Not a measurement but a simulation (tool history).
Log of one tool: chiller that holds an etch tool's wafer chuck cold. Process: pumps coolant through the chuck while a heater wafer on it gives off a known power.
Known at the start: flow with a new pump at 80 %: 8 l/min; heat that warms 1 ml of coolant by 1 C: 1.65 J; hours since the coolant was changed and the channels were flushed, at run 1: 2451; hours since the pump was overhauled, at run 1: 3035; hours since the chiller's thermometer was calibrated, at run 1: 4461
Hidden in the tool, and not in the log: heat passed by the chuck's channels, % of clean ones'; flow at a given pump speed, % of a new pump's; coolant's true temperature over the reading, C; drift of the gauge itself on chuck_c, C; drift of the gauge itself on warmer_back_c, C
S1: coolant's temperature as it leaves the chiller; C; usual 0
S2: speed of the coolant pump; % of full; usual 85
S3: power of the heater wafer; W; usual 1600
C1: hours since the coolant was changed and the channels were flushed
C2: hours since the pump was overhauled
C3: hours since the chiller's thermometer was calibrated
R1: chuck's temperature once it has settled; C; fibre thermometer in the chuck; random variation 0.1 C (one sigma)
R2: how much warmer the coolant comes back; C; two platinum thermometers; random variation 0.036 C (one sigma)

run	day	S1	S2	S3	C1	C2	C3	R1	R2
1	0.000	0	85	1600	2451	3035	4461	15.2	6.86
2	3.121	0	85	1600	2526	3110	4536	15.4	6.81
3	6.738	0	85	1600	2612	3197	4623	15.4	6.77
4	8.612	0	85	1600	2657	3242	4668	15.4	6.79
5	12.312	0	85	1600	2746	3330	4757	15.3	6.69
6	15.271	0	85	1600	2817	3401	4828	15.5	6.77
7	18.871	0	85	1600	2904	3488	4914	15.2	6.71
8	22.179	5	85	1600	2983	3567	4993	20.4	6.74
9	25.192	5	85	1600	3055	3639	5066	20.4	6.67
10	26.992	5	85	1600	3099	3683	5109	20.3	6.71
11	30.154	5	89	1600	3174	3759	5185	19.8	6.40
12	32.475	5	89	1600	3230	3814	5240	19.6	6.36
13	35.800	0	85	1711	3310	3894	5320	16.4	7.12
14	38.317	0	85	1711	3370	3954	5381	16.3	7.05
15	40.879	0	85	1711	3432	4016	5442	16.5	7.09
16	42.812	0	60	925	3478	4062	5489	12.4	5.62
17	45.979	-1	72	1086	3554	4138	5565	11.1	5.39
# day 49.271: chiller's thermometer calibrated
18	50.033	-4	85	1600	3650	4235	18	11.3	6.60
19	53.696	10	85	2077	3738	4323	106	29.9	8.64

The next listed run, before its measurement:
# day 57.088: coolant changed, channels flushed
20	57.208	-1	81	1600	3	4401	185	?	?

{"run 20": {"R1": 15.2, "R2": 7.0}}
Without the tool's hidden state the same run would have given R1 15.2 C, R2 7.17 C.

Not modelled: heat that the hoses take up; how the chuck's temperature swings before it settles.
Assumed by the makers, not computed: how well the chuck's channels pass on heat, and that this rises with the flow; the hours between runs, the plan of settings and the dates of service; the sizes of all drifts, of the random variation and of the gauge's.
